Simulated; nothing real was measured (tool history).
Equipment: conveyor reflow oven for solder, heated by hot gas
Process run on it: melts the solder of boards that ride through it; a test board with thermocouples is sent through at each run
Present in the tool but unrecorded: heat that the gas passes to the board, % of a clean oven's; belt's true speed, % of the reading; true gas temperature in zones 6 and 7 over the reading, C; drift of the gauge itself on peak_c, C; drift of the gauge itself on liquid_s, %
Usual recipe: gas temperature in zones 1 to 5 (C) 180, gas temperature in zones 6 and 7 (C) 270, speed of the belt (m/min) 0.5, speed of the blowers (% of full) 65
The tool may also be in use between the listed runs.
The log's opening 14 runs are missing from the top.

run	hour	gas temperature in zones 1 to 5 (C)	gas temperature in zones 6 and 7 (C)	speed of the belt (m/min)	speed of the blowers (% of full)	hours of work since the flux was cleaned out	hours of work since the belt drive was overhauled	hours of work since the thermocouples were changed	highest temperature of the board (C)	time above the solder's melting point (s)
15	460.5	180	270	0.5	65	370	641	370	255.1	69.2
16	490.5	190	282	0.5	55	389	661	389	266.3	80.1
17	529.7	190	282	0.5	55	415	687	415	266.1	80.1
18	558.4	172	270	0.5	55	434	706	434	252.1	62.7
19	578.1	172	270	0.5	55	447	719	447	251.9	62.7
20	612.7	194	270	0.506	65	470	742	470	257	76.2
21	647.3	194	270	0.506	65	493	765	493	256.9	76.1
# hour 659.8: flux residue cleaned out of gas plates and filters
22	686.1	194	270	0.506	65	17	787	515	259.1	78
23	710.6	180	270	0.574	75	34	803	531	254.5	59.8
24	730.6	193	279	0.437	88	47	816	545	272.3	96.7
25	750	181	279	0.437	71	60	829	557	269.1	90.2
26	769.9	181	279	0.437	71	73	842	571	269.6	90.4
27	789.1	181	260	0.437	71	85	855	583	251.6	79.4
28	830.7	181	260	0.437	71	113	882	611	251.5	79.5
29	858.2	181	275	0.447	56	131	901	629	263.3	84.8
30	880	165	263	0.581	82	145	915	643	245.3	47.3

Here are 3 independent what-if runs from the current tool condition. What would each one return?
A	916.5	190	270	0.5	65	170	939	667	?	?
B	916.5	165	275	0.439	69	170	939	667	?	?
C	916.5	180	270	0.5	63	170	939	667	?	?

run	highest temperature of the board (C)	time above the solder's melting point (s)
A	258	76.5
B	263.1	80.1
C	255.9	70.5
With the hidden condition removed and each run's random variation left untouched, the same runs would have given:
run	highest temperature of the board (C)	time above the solder's melting point (s)
A	258.9	75.2
B	264.1	78.9
C	256.9	69.5
